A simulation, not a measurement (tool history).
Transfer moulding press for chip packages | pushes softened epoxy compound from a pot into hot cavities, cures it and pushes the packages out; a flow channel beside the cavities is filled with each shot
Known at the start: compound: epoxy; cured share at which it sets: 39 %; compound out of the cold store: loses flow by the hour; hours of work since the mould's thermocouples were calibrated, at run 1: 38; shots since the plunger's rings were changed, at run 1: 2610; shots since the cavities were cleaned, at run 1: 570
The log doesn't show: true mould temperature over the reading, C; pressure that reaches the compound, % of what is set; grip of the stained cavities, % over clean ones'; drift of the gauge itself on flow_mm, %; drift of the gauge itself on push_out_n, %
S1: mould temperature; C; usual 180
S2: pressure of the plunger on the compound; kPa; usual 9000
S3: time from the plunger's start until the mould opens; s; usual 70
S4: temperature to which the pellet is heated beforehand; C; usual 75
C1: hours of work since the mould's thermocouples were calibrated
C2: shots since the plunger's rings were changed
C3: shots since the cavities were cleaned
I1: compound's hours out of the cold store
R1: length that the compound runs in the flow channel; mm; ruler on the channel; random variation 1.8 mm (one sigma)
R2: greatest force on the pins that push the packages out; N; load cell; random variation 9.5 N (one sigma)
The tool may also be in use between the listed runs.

run	hour	S1	S2	S3	S4	C1	C2	C3	I1	R1	R2
1	0	180	9000	70	75	38	2610	570	28.6	599	641
2	42.7	180	9000	70	75	61	3155	1115	41.1	561	618
# hour 50.7: cavities cleaned with cleaning compound and waxed
# hour 82.1: plunger's sealing rings changed
3	82.9	180	9000	70	75	81	10	379	10.8	665	726
# hour 153: cavities cleaned with cleaning compound and waxed
4	160.9	180	9000	70	75	123	985	101	33.4	589	458
5	196.9	180	9000	70	75	143	1444	560	26.1	607	612
# hour 253.7: cavities cleaned with cleaning compound and waxed
6	271	180	9000	92	75	183	2370	221	27.1	601	326
7	310.1	180	9000	92	75	204	2868	719	8.7	653	410
# hour 351.3: cavities cleaned with cleaning compound and waxed
8	355.1	180	9000	92	75	228	3422	47	22.7	612	269
# hour 370.9: plunger's sealing rings changed
# hour 415.7: cavities cleaned with cleaning compound and waxed, once more
9	415.7	180	9000	74	75	260	552	0	14	651	359
10	487.8	180	9000	70	75	299	1472	920	9.7	660	702
# hour 511.1: cavities cleaned with cleaning compound and waxed
11	545.3	180	9000	70	75	330	2186	437	34.3	583	563
12	596.8	180	9000	70	75	358	2842	1093	24.8	604	634
# hour 611.7: cavities cleaned with cleaning compound and waxed
13	652.8	180	9000	70	75	388	3537	524	47	541	569
# hour 659.2: plunger's sealing rings changed
# hour 715.5: cavities cleaned with cleaning compound and waxed
14	736	180	9000	70	75	432	960	261	29.6	602	524
15	788.5	180	9000	70	75	461	1630	931	23.6	612	620
# hour 814: cavities cleaned with cleaning compound and waxed
16	860.9	180	9000	70	75	500	2534	598	36	576	569
# hour 913.1: cavities cleaned with cleaning compound and waxed
17	916.6	186	9000	70	75	530	3224	45	18.7	610	309
# hour 949.6: plunger's sealing rings changed
18	987	182	9020	74	70	567	478	912	34.2	586	483
# hour 1012.2: cavities cleaned with cleaning compound and waxed
19	1063.1	176	9260	77	71	608	1428	649	22.1	637	655
# hour 1112.3: cavities cleaned with cleaning compound and waxed
20	1144.1	180	10260	73	75	652	2441	404	34.1	621	499
# hour 1207.8: cavities cleaned with cleaning compound and waxed
21	1222.7	180	9250	73	68	695	3425	190	36.5	579	445
# hour 1240.1: plunger's sealing rings changed
# hour 1258.2: mould's thermocouples calibrated
22	1296.2	184	7870	92	85	21	689	1069	23.8	570	394
# hour 1308.7: cavities cleaned with cleaning compound and waxed
23	1336.8	182	7980	70	75	42	1188	358	9.4	623	559
24	1394.8	181	10340	83	75	74	1927	1097	31.4	632	438
# hour 1408.9: cavities cleaned with cleaning compound and waxed
25	1432.8	182	9490	84	72	94	2392	305	22	634	362
26	1478	183	6850	70	75	119	2969	882	19.8	537	533
# hour 1507.7: cavities cleaned with cleaning compound and waxed
# hour 1532.3: plunger's sealing rings changed
27	1558	183	6850	70	75	161	328	610	30.3	519	507

Forecast each of these 4 alternatives for the next run:
# hour 1606.7: cavities cleaned with cleaning compound and waxed
A	1610.9	182	9000	70	84	190	983	53	14.3	?	?
# hour 1606.7: cavities cleaned with cleaning compound and waxed
B	1610.9	183	6850	70	77	190	983	53	21	?	?
# hour 1606.7: cavities cleaned with cleaning compound and waxed
C	1610.9	183	6850	81	71	190	983	53	31.2	?	?
# hour 1606.7: cavities cleaned with cleaning compound and waxed
D	1610.9	174	6850	77	75	190	983	53	33	?	?

run	R1	R2
A	641	390
B	539	372
C	517	285
D	528	504
Without the tool's hidden state the same runs would have given:
run	R1	R2
A	650	365
B	547	348
C	523	263
D	535	473

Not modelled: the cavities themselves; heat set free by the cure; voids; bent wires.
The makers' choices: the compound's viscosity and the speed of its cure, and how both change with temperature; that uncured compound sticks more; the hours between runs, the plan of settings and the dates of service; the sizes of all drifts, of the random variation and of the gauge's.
